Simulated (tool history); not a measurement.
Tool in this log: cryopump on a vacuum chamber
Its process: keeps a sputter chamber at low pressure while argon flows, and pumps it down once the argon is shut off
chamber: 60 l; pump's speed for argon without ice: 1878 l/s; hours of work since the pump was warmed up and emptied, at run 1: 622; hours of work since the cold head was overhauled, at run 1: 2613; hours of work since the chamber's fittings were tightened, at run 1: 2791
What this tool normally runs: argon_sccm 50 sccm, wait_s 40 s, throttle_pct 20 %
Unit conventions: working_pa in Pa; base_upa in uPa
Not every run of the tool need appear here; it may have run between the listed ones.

run,hour,argon_sccm,wait_s,throttle_pct,hours of work since the pump was warmed up and emptied,hours of work since the cold head was overhauled,hours of work since the chamber's fittings were tightened,working_pa,base_upa
1,0,50,40,20,622,2613,2791,0.2428,2.41
# hour 46.9: pump warmed up, emptied and cooled again
2,61.7,50,40,20,12,2660,2838,0.2255,2
# hour 98.9: leaking fittings of the chamber tightened, without venting
3,116.5,50,40,21,56,2704,15,0.2168,0.92
4,156.6,37,40,20,89,2737,48,0.1675,0.93
5,195.8,37,40,20,122,2769,80,0.1688,0.92
6,252.4,37,40,20,168,2816,127,0.1685,0.94
7,301.3,50,40,19,209,2857,168,0.2433,1
8,353.7,50,40,19,252,2900,211,0.244,0.97
9,407,50,40,20,296,2944,255,0.2339,1.01
10,445,50,40,20,328,2976,286,0.2323,1.05
11,521.8,35,40,20,391,3039,350,0.1655,1.05
12,571.5,50,296,20,433,3080,391,0.2365,0.5
13,632,50,296,20,483,3131,441,0.2388,0.53
14,707.4,50,296,20,545,3193,504,0.2416,0.6
15,788.2,50,296,20,612,3260,571,0.2442,0.66
16,840.2,50,296,20,655,3303,614,0.2439,0.73
# hour 849.4: pump warmed up, emptied and cooled again
17,889.1,50,296,20,33,3339,650,0.2252,0.55
18,961.6,96,24,17,93,3399,710,0.5131,1.72
19,1041.8,96,24,17,159,3466,776,0.5211,1.75
20,1118.8,96,24,17,223,3529,840,0.5157,1.76
21,1195.2,55,35,26,286,3593,903,0.1999,1.55
22,1232.4,26,77,42,317,3623,934,0.0601,0.98
23,1299.9,20,36,34,373,3679,990,0.057,1.45
24,1366.9,92,206,34,428,3735,1045,0.2653,0.85
25,1426.8,92,206,34,478,3784,1095,0.269,0.95
26,1504.9,92,206,34,543,3849,1160,0.2708,0.99
27,1563.4,50,98,39,591,3897,1208,0.1328,1.19
28,1616.1,50,60,39,635,3941,1252,0.1348,1.47
# hour 1648.4: pump warmed up, emptied and cooled again
29,1690.1,50,60,39,35,3998,1309,0.1182,1.24
30,1743.8,50,40,19,79,4043,1353,0.2365,1.48
31,1789.7,96,24,29,117,4081,1391,0.306,2.02
32,1866.9,96,24,29,181,4144,1455,0.3085,1.98

Consider 4 possible next runs. They are alternatives, not a sequence: every one starts from the tool as it was left by run 32. What does each give?
A,1912.1,96,82,30,218,4182,1493,?,?
B,1912.1,63,24,29,218,4182,1493,?,?
C,1912.1,51,215,26,218,4182,1493,?,?
D,1912.1,96,231,29,218,4182,1493,?,?

run,working_pa,base_upa
A,0.2995,1.22
B,0.2047,2.07
C,0.1847,1
D,0.3103,1.01
Had the tool no hidden state, the same runs would have come out as:
run,working_pa,base_upa
A,0.2867,0.5
B,0.1963,1.34
C,0.1778,0.28
D,0.2975,0.28

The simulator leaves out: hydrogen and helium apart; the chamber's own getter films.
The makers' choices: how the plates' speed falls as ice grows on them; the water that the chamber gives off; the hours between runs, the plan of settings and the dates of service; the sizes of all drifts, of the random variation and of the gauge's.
